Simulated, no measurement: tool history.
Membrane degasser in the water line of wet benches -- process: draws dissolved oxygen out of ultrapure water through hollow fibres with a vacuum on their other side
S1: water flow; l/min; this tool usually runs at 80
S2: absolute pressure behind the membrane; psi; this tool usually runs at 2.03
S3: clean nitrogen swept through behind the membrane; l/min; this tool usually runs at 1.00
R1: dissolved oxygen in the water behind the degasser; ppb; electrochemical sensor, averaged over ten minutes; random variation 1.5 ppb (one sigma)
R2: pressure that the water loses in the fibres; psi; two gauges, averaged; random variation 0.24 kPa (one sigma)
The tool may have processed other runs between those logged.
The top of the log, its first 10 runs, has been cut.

run    hour   S1    S2    S3      R1      R2
 11  1622.2   80  2.03  0.77  1502.8   9.332
 12  1819.3   80  2.03  1.00  1288.4   9.300
 13  2012.3   80  1.77  1.00  1096.0   9.307
 14  2207.3   80  1.77  1.00  1097.8   9.351
 15  2309.4   80  2.03  1.59   950.8   9.380
 16  2521.2   80  2.61  1.00  1691.7   9.353
 17  2714.7   82  2.03  2.24   753.5   9.528
 18  2887.1  101  2.03  2.79   762.2  11.794
 19  3054.0  101  2.03  2.79   760.4  11.818
 20  3184.4   96  1.33  2.79   426.9  11.255
 21  3339.8   72  2.42  0.99  1477.5   8.463
 22  3578.8  118  4.84  1.91  2569.6  13.857
 23  3731.1   96  1.96  0.86  1517.7  11.217
 24  3888.5   96  1.96  0.86  1516.0  11.256
 25  3993.1   57  3.71  1.00  1926.9   6.650

Run 26 has not been measured yet. What should we expect?
 26  4117.1  80  2.03  1.39   ?   ?

Run 26 measured R1 1047.5 ppb, R2 9.361 psi.
With the hidden condition absent and the run-to-run variation left alone, this run would have shown R1 1040.8 ppb, R2 9.005 psi.
